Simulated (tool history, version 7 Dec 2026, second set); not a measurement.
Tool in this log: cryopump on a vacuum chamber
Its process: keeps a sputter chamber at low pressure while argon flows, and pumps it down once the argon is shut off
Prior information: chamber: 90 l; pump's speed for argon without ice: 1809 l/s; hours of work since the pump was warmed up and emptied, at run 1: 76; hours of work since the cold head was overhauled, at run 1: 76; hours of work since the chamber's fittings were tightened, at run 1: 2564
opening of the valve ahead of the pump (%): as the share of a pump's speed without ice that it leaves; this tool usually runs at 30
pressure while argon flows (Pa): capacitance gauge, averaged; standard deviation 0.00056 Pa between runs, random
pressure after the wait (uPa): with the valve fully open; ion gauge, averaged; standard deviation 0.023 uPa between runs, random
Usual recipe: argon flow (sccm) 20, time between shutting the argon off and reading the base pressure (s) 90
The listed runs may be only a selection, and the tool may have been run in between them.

run	day	argon flow (sccm)	time between shutting the argon off and reading the base pressure (s)	opening of the valve ahead of the pump (%)	hours of work since the pump was warmed up and emptied	hours of work since the cold head was overhauled	hours of work since the chamber's fittings were tightened	pressure while argon flows (Pa)	pressure after the wait (uPa)
1	0.000	20	90	30	76	76	2564	0.0624	2.35
2	1.975	20	90	30	98	98	2586	0.0633	2.39
3	4.917	20	90	30	130	130	2618	0.0654	2.55
4	6.621	25	90	30	149	149	2637	0.0805	2.54
5	9.221	25	90	30	177	177	2665	0.0803	2.55
6	12.175	20	90	53	210	210	2698	0.0379	2.59
7	13.933	20	90	53	229	229	2717	0.0382	2.67
8	17.383	20	90	53	267	267	2755	0.0388	2.75
9	19.942	20	90	30	295	295	2783	0.0663	2.82
10	22.621	11	90	30	325	325	2812	0.0367	2.97
11	25.133	20	90	30	352	352	2840	0.0680	2.93
12	27.608	10	77	30	379	379	2867	0.0335	3.04
13	30.900	23	28	26	415	415	2903	0.0906	4.27
14	33.254	10	141	16	441	441	2929	0.0614	2.98
15	36.721	11	60	24	479	479	2967	0.0462	3.42
16	40.150	13	90	17	517	517	3005	0.0757	3.39
17	42.708	13	90	17	545	545	3033	0.0769	3.52
18	44.858	20	23	48	569	569	3056	0.0475	5.07
19	46.717	27	47	34	589	589	3077	0.0873	4.01
20	48.679	27	47	34	611	611	3098	0.0885	4.24
# day 49.133: pump warmed up, emptied and cooled again
21	50.458	16	90	30	15	628	3116	0.0508	2.64

5 options for the next run, each taken on its own from the tool as it stands now. Forecast them:
A	53.679	16	177	30	50	663	3151	?	?
B	53.679	40	22	38	50	663	3151	?	?
C	53.679	15	48	30	50	663	3151	?	?
D	53.679	17	134	30	50	663	3151	?	?
E	53.679	37	76	25	50	663	3151	?	?

run	pressure while argon flows (Pa)	pressure after the wait (uPa)
A	0.0497	2.42
B	0.1001	4.33
C	0.0460	3.07
D	0.0541	2.56
E	0.1401	2.82
The same runs, with their run-to-run variation unchanged, on a tool lacking any hidden condition would have given:
run	pressure while argon flows (Pa)	pressure after the wait (uPa)
A	0.0492	0.42
B	0.0987	2.32
C	0.0455	1.10
D	0.0536	0.54
E	0.1388	0.81

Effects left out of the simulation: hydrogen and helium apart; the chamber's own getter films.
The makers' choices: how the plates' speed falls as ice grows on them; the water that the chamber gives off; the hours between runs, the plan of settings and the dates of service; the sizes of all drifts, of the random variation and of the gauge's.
